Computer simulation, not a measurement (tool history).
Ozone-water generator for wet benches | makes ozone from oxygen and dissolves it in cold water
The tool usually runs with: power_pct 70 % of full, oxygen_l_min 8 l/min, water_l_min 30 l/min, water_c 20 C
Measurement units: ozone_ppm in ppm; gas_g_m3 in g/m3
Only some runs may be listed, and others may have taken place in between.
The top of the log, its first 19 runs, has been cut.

run     day  power_pct  oxygen_l_min  water_l_min  water_c  hours of work since the electrodes were changed  hours of work since the contactor was cleaned  hours of work since the thermometer was calibrated  ozone_ppm  gas_g_m3
       34.6  -- gauge calibrated
 20  36.592         87          6.05           31       18                                             1095                                           3930                                                 397       31.9     337.7
 21  38.088         44          6.05           31       13                                             1126                                           3961                                                 428       22.4       225
 22  40.488         95          7.12           20       24                                             1176                                           4011                                                 478       42.5     327.6
 23  41.996         70          4.55           30       20                                             1208                                           4042                                                 510       27.2       345
 24   44.45         71             8           48       20                                             1259                                           4093                                                 561         19     262.1
 25  46.396         88             8           48       16                                             1300                                           4134                                                 601       22.7       297
 26   47.65         49             8           48       16                                             1326                                           4160                                                 628       15.8       209
 27   48.95         54          6.71           33       18                                             1353                                           4187                                                 655       23.2     241.7
 28  50.079         54          6.71           28       18                                             1376                                           4211                                                 678       26.2     242.1
 29  51.988         50         10.06           31       17                                             1416                                           4250                                                 718       23.8     188.3
 30  54.162         65          5.23           35       15                                             1461                                           4296                                                 763       23.9     308.1
 31  55.542         65          5.23           41       23                                             1490                                           4324                                                 792         19     308.9
 32  57.512         70         12.06           30       20                                             1531                                           4366                                                 833         28       210

What if the next run were any one of these 3? Each begins from the tool's condition after run 32:
     58.188  -- gauge calibrated
  A  59.383         70         14.34           22       14                                             1570                                           4405                                                 872          ?         ?
     58.188  -- gauge calibrated
  B  59.383         70          8.38           30       17                                             1570                                           4405                                                 872          ?         ?
     58.188  -- gauge calibrated
  C  59.383         66         12.18           28       20                                             1570                                           4405                                                 872          ?         ?

run  ozone_ppm  gas_g_m3
  A       37.8     188.6
  B       29.9       250
  C       28.6     198.4
What these runs would have given with no unlogged condition in the tool:
run  ozone_ppm  gas_g_m3
  A       37.9     188.5
  B       29.9     249.8
  C       28.7     198.3

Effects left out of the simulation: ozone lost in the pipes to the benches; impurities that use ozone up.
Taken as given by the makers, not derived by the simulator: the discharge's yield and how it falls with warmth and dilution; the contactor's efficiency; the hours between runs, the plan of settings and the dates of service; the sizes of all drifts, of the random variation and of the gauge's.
